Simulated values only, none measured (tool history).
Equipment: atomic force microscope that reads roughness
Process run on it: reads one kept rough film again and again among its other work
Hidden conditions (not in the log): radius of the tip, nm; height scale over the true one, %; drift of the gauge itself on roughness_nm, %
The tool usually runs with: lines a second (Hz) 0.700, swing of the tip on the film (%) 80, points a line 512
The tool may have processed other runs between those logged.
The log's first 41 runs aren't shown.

run,hour,lines a second (Hz),swing of the tip on the film (%),points a line,pictures with this tip,hours of work since the height scale was calibrated,roughness of the kept film (nm (root mean square))
42,282.9,2.259,79,606,73,207,3.730
43,292.3,1.473,90,606,85,211,3.680
44,298.6,1.590,80,606,92,214,3.848
45,308.0,3.650,69,428,104,218,3.753
46,316.8,3.650,67,406,114,222,3.787
47,325.6,1.594,83,512,125,226,3.773
48,334.0,0.700,61,322,135,230,4.182
49,342.7,0.700,61,322,145,234,4.171
# hour 349.3: new tip fitted
50,351.0,0.700,87,884,2,237,4.005
51,358.1,0.700,87,884,10,241,4.010
52,365.1,0.571,87,884,18,244,4.046
53,372.2,0.689,80,512,27,247,4.120

Each row is a separate what-if for the run after 53, all from the same tool condition, not one after another. Results?
A,380.8,0.700,80,923,37,251,?
B,380.8,1.329,61,725,37,251,?
C,380.8,3.861,69,522,37,251,?

run,roughness of the kept film (nm (root mean square))
A,4.083
B,4.159
C,3.719
Stripped of hidden state, with their random variation kept, the same runs would have yielded:
run,roughness of the kept film (nm (root mean square))
A,4.085
B,4.162
C,3.722

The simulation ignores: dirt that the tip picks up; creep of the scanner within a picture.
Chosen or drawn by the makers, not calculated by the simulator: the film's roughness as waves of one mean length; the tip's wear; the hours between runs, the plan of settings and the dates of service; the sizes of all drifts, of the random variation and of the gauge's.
